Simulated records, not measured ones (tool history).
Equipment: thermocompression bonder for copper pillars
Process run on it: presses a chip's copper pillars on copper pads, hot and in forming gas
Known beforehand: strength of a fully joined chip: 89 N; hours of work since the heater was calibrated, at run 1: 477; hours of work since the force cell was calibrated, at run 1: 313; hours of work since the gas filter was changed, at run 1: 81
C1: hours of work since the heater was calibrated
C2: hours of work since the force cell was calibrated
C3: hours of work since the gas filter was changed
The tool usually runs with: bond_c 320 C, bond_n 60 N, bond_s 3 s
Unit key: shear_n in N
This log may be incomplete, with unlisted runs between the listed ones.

Run 1, hour 0.0: usual settings; C1 477; C2 313; C3 81. Result: shear_n 60.8 N.
Run 2, hour 6.3: usual settings but bond_n 45 N; C1 482; C2 318; C3 86. Result: shear_n 52.7 N.
Run 3, hour 17.7: usual settings; C1 491; C2 327; C3 95. Result: shear_n 60.8 N.
Run 4, hour 25.0: usual settings; C1 497; C2 333; C3 101. Result: shear_n 60.5 N.
Run 5, hour 40.7: usual settings; C1 509; C2 345; C3 113. Result: shear_n 60.7 N.
Run 6, hour 52.3: usual settings; C1 519; C2 354; C3 122. Result: shear_n 60.3 N.
Run 7, hour 60.3: usual settings but bond_n 69 N; C1 525; C2 361; C3 129. Result: shear_n 63.8 N.
Run 8, hour 67.3: usual settings but bond_c 311 C; C1 530; C2 366; C3 134. Result: shear_n 56.9 N.
Run 9, hour 82.0: usual settings but bond_c 311 C; C1 542; C2 378; C3 146. Result: shear_n 56.9 N.
Run 10, hour 95.4: usual settings but bond_c 311 C; C1 553; C2 389; C3 157. Result: shear_n 56.8 N.
Run 11, hour 106.6: usual settings but bond_c 311 C; C1 562; C2 397; C3 165. Result: shear_n 56.5 N.
Run 12, hour 114.1: usual settings but bond_n 59 N; C1 568; C2 403; C3 171. Result: shear_n 59.2 N.
At hour 117.5: heater calibrated with a thermocouple chip.
Run 13, hour 123.6: usual settings but bond_n 66 N; C1 5; C2 409; C3 177. Result: shear_n 62.5 N.
Run 14, hour 135.7: usual settings but bond_c 292 C, bond_n 41 N, bond_s 6 s; C1 14; C2 419; C3 187. Result: shear_n 49.7 N.
At hour 148.8: heater calibrated with a thermocouple chip, once more.
Run 15, hour 148.8: usual settings but bond_c 333 C, bond_n 81 N, bond_s 8 s; C1 0; C2 428; C3 196. Result: shear_n 81.2 N.
Run 16, hour 158.9: usual settings but bond_c 347 C, bond_n 77 N, bond_s 5 s; C1 8; C2 436; C3 204. Result: shear_n 79.1 N.
Run 17, hour 172.4: usual settings but bond_c 309 C, bond_s 4 s; C1 19; C2 446; C3 214. Result: shear_n 58.8 N.
Run 18, hour 180.1: usual settings but bond_c 309 C, bond_s 4 s; C1 25; C2 452; C3 220. Result: shear_n 58.5 N.
Run 19, hour 186.6: usual settings but bond_s 2 s; C1 30; C2 458; C3 226. Result: shear_n 51.5 N.
Run 20, hour 195.6: usual settings but bond_c 304 C, bond_s 6 s; C1 37; C2 465; C3 233. Result: shear_n 62.6 N.
Run 21, hour 204.3: usual settings but bond_c 338 C, bond_s 4 s; C1 44; C2 472; C3 240. Result: shear_n 68.4 N.
Run 22, hour 212.8: usual settings but bond_c 346 C, bond_s 2 s; C1 51; C2 478; C3 246. Result: shear_n 60.8 N.
Run 23, hour 225.7: usual settings but bond_c 346 C, bond_s 2 s; C1 61; C2 489; C3 257. Result: shear_n 60.6 N.

Here are 5 independent what-if runs from the current tool condition. What would each one return?
Run A, hour 233.7: usual settings but bond_c 314 C, bond_n 59 N, bond_s 2 s; C1 67; C2 495; C3 263. Result: shear_n ?.
Run B, hour 233.7: usual settings but bond_c 290 C, bond_n 87 N, bond_s 2 s; C1 67; C2 495; C3 263. Result: shear_n ?.
Run C, hour 233.7: usual settings but bond_c 315 C, bond_n 69 N, bond_s 2 s; C1 67; C2 495; C3 263. Result: shear_n ?.
Run D, hour 233.7: usual settings but bond_c 327 C, bond_n 87 N, bond_s 2 s; C1 67; C2 495; C3 263. Result: shear_n ?.
Run E, hour 233.7: usual settings but bond_c 346 C, bond_s 5 s; C1 67; C2 495; C3 263. Result: shear_n ?.

run  shear_n
  A     48.6
  B     49.7
  C     53.2
  D     64.0
  E     73.7
What these runs would have given with no unlogged condition in the tool:
run  shear_n
  A     51.6
  B     52.7
  C     56.4
  D     67.6
  E     77.3
